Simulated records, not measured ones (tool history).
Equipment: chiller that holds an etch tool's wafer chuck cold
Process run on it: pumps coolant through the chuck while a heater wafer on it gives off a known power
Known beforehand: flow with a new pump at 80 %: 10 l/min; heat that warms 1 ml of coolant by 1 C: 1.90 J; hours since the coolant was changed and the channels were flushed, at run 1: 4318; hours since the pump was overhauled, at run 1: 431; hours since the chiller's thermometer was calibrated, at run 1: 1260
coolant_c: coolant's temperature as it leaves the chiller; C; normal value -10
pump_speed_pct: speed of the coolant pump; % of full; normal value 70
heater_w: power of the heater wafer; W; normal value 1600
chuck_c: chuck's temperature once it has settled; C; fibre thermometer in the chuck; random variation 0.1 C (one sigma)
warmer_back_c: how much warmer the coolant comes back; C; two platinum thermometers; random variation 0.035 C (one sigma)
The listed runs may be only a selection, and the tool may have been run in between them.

run,hour,coolant_c,pump_speed_pct,heater_w,hours since the coolant was changed and the channels were flushed,hours since the pump was overhauled,hours since the chiller's thermometer was calibrated,chuck_c,warmer_back_c
1,0,-10,70,1600,4318,431,1260,5.1,5.86
2,26.9,-10,79,1600,4345,458,1287,3.7,5.18
3,48.1,-10,79,1600,4366,479,1308,3.7,5.21
4,64.9,-10,79,1600,4383,496,1325,3.8,5.17
5,88.1,-10,79,1600,4406,519,1348,3.9,5.14
6,120.1,-10,79,1600,4438,551,1380,3.8,5.22
7,137.4,-10,79,1113,4456,568,1398,-0.4,3.59
8,174.7,-10,79,1113,4493,606,1435,-0.6,3.67
# hour 178.9: chiller's thermometer calibrated
9,210.9,-10,79,1113,4528,641,32,-0.4,3.62
10,250.9,-5,63,800,4568,681,72,3.5,3.34
11,268.3,-18,70,1600,4585,698,89,-2.4,5.91

Run 12 comes next. What will it give?
12,297.8,-10,65,1600,4615,728,119,?,?

Run 12 measured chuck_c 6.7 C, warmer_back_c 6.37 C.
With the hidden condition absent and the run-to-run variation left alone, this run would have shown chuck_c 4.9 C, warmer_back_c 6.27 C.
